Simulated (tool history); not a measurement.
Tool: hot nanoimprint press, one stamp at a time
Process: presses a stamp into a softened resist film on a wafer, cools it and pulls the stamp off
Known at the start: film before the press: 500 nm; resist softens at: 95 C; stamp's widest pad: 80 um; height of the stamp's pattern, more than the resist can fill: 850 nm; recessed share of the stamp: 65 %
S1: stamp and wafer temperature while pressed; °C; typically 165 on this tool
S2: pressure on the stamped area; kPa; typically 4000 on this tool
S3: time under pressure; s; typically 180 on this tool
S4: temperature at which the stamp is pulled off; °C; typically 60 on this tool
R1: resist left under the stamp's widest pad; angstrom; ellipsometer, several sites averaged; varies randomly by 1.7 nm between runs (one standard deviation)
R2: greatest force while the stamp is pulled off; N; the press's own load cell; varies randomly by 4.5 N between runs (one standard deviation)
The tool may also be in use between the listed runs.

run,hour,S1,S2,S3,S4,R1,R2
1,0,165,4000,180,60,2783,265
2,12.6,165,4000,180,60,2767,273
3,23.6,165,4000,180,60,2768,288
4,36.9,165,4000,180,60,2731,276
5,48.9,165,4000,103,60,3294,277
6,66.6,165,4000,103,60,3276,288
7,83.6,170,4000,180,60,2332,289
8,91.2,170,2430,180,60,2907,290
9,103.3,170,2430,180,60,2941,286
10,120.1,170,2430,180,60,2902,306
11,141.8,165,4000,180,60,2828,222
12,155,165,4000,180,60,2812,233
13,172.4,165,4000,340,60,2240,226
14,184,165,4000,340,60,2259,236
15,194.1,165,4000,180,60,2780,227
16,207.1,165,4000,180,60,2803,241
17,225.2,155,3990,180,60,3778,248
18,241,165,4000,231,47,2577,281
19,252.7,165,4000,217,62,2663,252
20,267.8,165,4000,217,62,2656,240
21,280.3,165,4000,217,62,2698,244
22,295.9,160,4470,302,64,2732,246
23,309,160,4990,302,52,2653,285
24,316.5,165,2430,90,65,3963,237
25,333.7,165,2430,90,56,3964,266
26,351.9,165,4000,181,60,2841,263
27,369.3,153,5920,161,68,3739,254
28,379.7,153,4480,161,66,3876,252
29,397,153,4480,161,66,3841,251
30,408.9,162,2550,224,66,3318,252
31,424.7,162,2550,224,66,3340,259

Not shown: 3 entries that the log had between the listed runs. Between which runs, and how does the tool's hidden state differ before and after?
Runs 10 to 11: stamp cleaned and given a new release coat (hour 128.4)
  true temperature over the reading, C: -0.98 -> -1.01; pressure that arrives at the usual setting, %: 99.75 -> 99.73; grip of the stamp's worn release coat, % over a new coat's: 32.3 -> 1
  measured minus no-state result, R1: +85 -> +98 angstrom; R2: +78 -> +5 N
Runs 20 to 21: plate thermocouple calibrated (hour 272.5)
  true temperature over the reading, C: -1.29 -> -1.6; pressure that arrives at the usual setting, %: 99.58 -> 99.57; grip of the stamp's worn release coat, % over a new coat's: 10.6 -> 11.3
  measured minus no-state result, R1: +122 -> +151 angstrom; R2: +26 -> +28 N
Runs 27 to 28: plate thermocouple calibrated, once more (hour 373.1)
  true temperature over the reading, C: -1.79 -> -0.2; pressure that arrives at the usual setting, %: 99.47 -> 99.46; grip of the stamp's worn release coat, % over a new coat's: 18.3 -> 18.9
  measured minus no-state result, R1: +196 -> +26 angstrom; R2: +44 -> +41 N
